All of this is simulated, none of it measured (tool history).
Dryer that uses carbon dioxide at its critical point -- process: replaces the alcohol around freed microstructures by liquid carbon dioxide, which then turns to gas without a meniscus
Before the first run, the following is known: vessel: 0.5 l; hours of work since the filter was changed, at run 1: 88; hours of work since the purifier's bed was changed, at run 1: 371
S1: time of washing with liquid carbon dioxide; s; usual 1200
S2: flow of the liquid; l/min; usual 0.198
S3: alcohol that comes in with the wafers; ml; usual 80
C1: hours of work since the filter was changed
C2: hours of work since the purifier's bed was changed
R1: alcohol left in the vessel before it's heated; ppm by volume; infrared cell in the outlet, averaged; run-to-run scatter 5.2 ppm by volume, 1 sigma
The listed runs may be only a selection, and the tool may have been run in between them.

run,hour,S1,S2,S3,C1,C2,R1
1,0.0,1200,0.198,80,88,371,223
2,12.9,1200,0.198,80,96,379,234
3,32.3,1200,0.198,80,109,392,226
4,52.2,1200,0.198,80,122,405,236
5,62.9,1200,0.198,80,128,412,252
6,74.7,1200,0.277,80,136,419,110
7,94.5,1200,0.277,80,149,432,115
8,104.0,1200,0.277,80,155,438,108
9,123.3,1200,0.198,80,168,451,268
10,137.6,1080,0.130,80,177,460,2664
11,158.0,1080,0.130,80,190,474,2772
12,173.0,900,0.130,80,200,483,5521
13,186.4,900,0.130,80,209,492,5609
14,206.7,900,0.130,80,222,505,5731
15,222.6,1620,0.130,73,232,515,465
16,232.9,1620,0.130,68,239,522,457
17,250.5,1620,0.130,68,250,534,463

Had the tool no unlogged condition, and each run kept its random variation, what would the results have been?
Unlogged tool condition in this case: flow that reaches the vessel past the clogged filter, %; alcohol in the recycled carbon dioxide, ppm; drift of the gauge itself on alcohol_ppm, %.
run,R1
1,108
2,109
3,99
4,100
5,103
6,13
7,12
8,5
9,99
10,1807
11,1836
12,3907
13,3915
14,3912
15,179
16,170
17,163

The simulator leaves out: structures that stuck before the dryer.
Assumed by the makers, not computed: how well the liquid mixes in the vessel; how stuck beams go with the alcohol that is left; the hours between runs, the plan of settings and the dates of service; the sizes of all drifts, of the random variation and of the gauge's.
